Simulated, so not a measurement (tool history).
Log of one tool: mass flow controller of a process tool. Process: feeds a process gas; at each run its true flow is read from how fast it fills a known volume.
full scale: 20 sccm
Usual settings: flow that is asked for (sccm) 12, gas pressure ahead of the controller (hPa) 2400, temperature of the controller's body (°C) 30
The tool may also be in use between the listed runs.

run,day,flow that is asked for (sccm),gas pressure ahead of the controller (hPa),temperature of the controller's body (°C),true flow (%)
1,0.000,12,2400,30,98.99
2,1.879,12,2400,30,99.02
3,4.338,12,2400,30,98.81
4,8.542,12,2400,30,98.97
5,11.083,12,2400,30,98.97
6,14.917,4,2400,30,98.36
7,18.688,4,2400,30,98.42
8,22.504,4,1670,30,97.99
9,25.429,4,1670,30,97.99
10,29.196,4,1670,30,98.06
11,32.529,4,1670,30,98.02
12,36.283,6,2400,30,98.37
13,39.438,6,2400,30,98.45
14,42.383,9,2400,30,98.68
15,45.254,12,1530,30,98.56
16,49.029,12,1530,30,98.44
17,52.096,12,1530,30,98.53
18,55.092,19,1530,30,99.50
19,57.308,4,1450,30,97.89
20,59.250,4,2400,24,98.62
21,62.096,2,1990,38,98.66
22,66.517,12,2020,30,98.76
23,70.454,11,2380,26,98.92
# day 70.712: controller's zero set anew
24,74.775,11,2380,21,99.18
25,77.471,12,2400,26,98.98
# day 80.271: controller's zero set anew, once more
26,80.417,4,2400,20,98.01
27,82.812,6,1770,20,97.96
28,87.062,13,2260,26,98.96
29,90.050,3,1860,21,97.68
30,94.412,3,1860,21,97.68
31,98.192,3,1860,21,97.65
32,101.421,13,1860,21,98.88
33,104.438,14,2400,30,98.99
34,107.121,19,1980,27,99.59

Forecast each of these 4 alternatives for the next run:
A,110.738,4,2400,30,?
B,110.738,10,2400,40,?
C,110.738,12,1420,24,?
D,110.738,12,2400,31,?

run,true flow (%)
A,97.87
B,98.11
C,98.23
D,98.71
Without the tool's hidden state the same runs would have given:
run,true flow (%)
A,97.88
B,98.33
C,98.48
D,98.96
